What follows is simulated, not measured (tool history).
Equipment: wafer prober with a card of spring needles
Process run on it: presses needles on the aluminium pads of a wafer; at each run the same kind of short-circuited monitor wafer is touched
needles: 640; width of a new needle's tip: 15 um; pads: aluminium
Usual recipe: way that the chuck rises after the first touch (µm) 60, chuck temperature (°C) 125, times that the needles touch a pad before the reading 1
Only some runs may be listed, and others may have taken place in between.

run	hour	way that the chuck rises after the first touch (µm)	chuck temperature (°C)	times that the needles touch a pad before the reading	resistance of one needle with its contact and lead (mohm)	way that a needle slides on the pad (µm)
1	0	60	125	1	238	15.58
# hour 4.8: tips cleaned on abrasive film
# hour 19.9: tips cleaned on abrasive film
2	28.2	60	125	1	238	15.59
# hour 34.3: tips cleaned on abrasive film
# hour 47.8: tips cleaned on abrasive film
3	47.8	60	109	1	231	15.6
# hour 61.3: tips cleaned on abrasive film
4	70.1	60	43	1	218	15.45
# hour 76.5: tips cleaned on abrasive film
5	89	60	43	1	217	15.48
# hour 90.9: tips cleaned on abrasive film
# hour 104.5: tips cleaned on abrasive film
6	111.8	60	43	1	216	15.49
# hour 119.8: tips cleaned on abrasive film
# hour 133.4: tips cleaned on abrasive film
7	134.6	60	125	1	234	15.37
# hour 148: tips cleaned on abrasive film
8	158.8	60	125	1	237	15.42
# hour 162: tips cleaned on abrasive film
# hour 175.2: height of the first contact set anew
# hour 176.5: tips cleaned on abrasive film
9	178	60	125	1	236	15.3
# hour 190.5: tips cleaned on abrasive film
10	195.6	60	125	1	240	15.42
# hour 206.1: tips cleaned on abrasive film
# hour 220.1: tips cleaned on abrasive film
11	220.1	60	125	1	238	15.3
# hour 235: tips cleaned on abrasive film
12	236.4	60	125	1	241	15.38
# hour 250.5: gauge calibrated
# hour 250.6: tips cleaned on abrasive film
13	262.3	60	125	1	239	15.62
# hour 265.8: tips cleaned on abrasive film
# hour 280.1: tips cleaned on abrasive film
14	289.4	60	125	2	240	15.67
# hour 293.7: tips cleaned on abrasive film
# hour 309.4: tips cleaned on abrasive film
15	315.3	60	125	1	239	15.47
# hour 323.5: tips cleaned on abrasive film
# hour 338: tips cleaned on abrasive film
16	342	60	125	1	236	15.65
# hour 353.6: tips cleaned on abrasive film
17	365.1	42	49	3	226	10.78
# hour 369: tips cleaned on abrasive film
18	382	51	72	3	226	13.07
# hour 383.9: tips cleaned on abrasive film
19	394.9	54	36	2	218	13.86
# hour 398.8: tips cleaned on abrasive film
# hour 412.7: tips cleaned on abrasive film
20	417.3	54	36	2	217	13.9
# hour 426.8: tips cleaned on abrasive film
21	429.4	54	36	2	219	13.85
# hour 441.5: tips cleaned on abrasive film
22	453	41	34	2	219	10.44
# hour 457: tips cleaned on abrasive film
# hour 471.1: tips cleaned on abrasive film
23	471.1	41	34	2	220	10.45
# hour 486.2: tips cleaned on abrasive film
24	486.2	59	60	1	224	15.04
# hour 499.9: tips cleaned on abrasive film
25	507.8	63	25	1	214	15.99
# hour 512.9: height of the first contact set anew
# hour 515: tips cleaned on abrasive film
26	527	63	25	1	212	16.03
# hour 529: tips cleaned on abrasive film
27	542.3	60	125	1	239	15.14
# hour 544.8: tips cleaned on abrasive film
# hour 555.9: gauge calibrated
# hour 560.8: tips cleaned on abrasive film
28	570.3	60	64	1	220	15.65
# hour 575: tips cleaned on abrasive film
# hour 590.6: tips cleaned on abrasive film
29	592	62	35	2	217	16.06
# hour 605: tips cleaned on abrasive film
30	607.5	58	32	2	213	15.02
# hour 619.1: tips cleaned on abrasive film
# hour 634.3: tips cleaned on abrasive film
31	635.8	69	27	3	210	17.76

Measured minus without-hidden-state, run by run (identical run-to-run variation in each term; gauge scatter may differ):
Hidden state present: debris on the tips, nm; way that the needles fall short of the set height, um; tips' diameter, um; drift of the gauge itself on contact_mohm, %; drift of the gauge itself on scrub_um, %.
run	way that a needle slides on the pad (µm)
1	-0.01
2	-0.05
3	-0.08
4	-0.12
5	-0.15
6	-0.19
7	-0.21
8	-0.26
9	-0.27
10	-0.3
11	-0.34
12	-0.37
13	-0.02
14	-0.06
15	-0.11
16	-0.15
17	-0.13
18	-0.18
19	-0.21
20	-0.24
21	-0.26
22	-0.22
23	-0.25
24	-0.37
25	-0.43
26	-0.45
27	-0.45
28	-0.02
29	-0.06
30	-0.08
31	-0.14
resistance of one needle with its contact and lead (mohm): at most 1 away from the measurement, every run.

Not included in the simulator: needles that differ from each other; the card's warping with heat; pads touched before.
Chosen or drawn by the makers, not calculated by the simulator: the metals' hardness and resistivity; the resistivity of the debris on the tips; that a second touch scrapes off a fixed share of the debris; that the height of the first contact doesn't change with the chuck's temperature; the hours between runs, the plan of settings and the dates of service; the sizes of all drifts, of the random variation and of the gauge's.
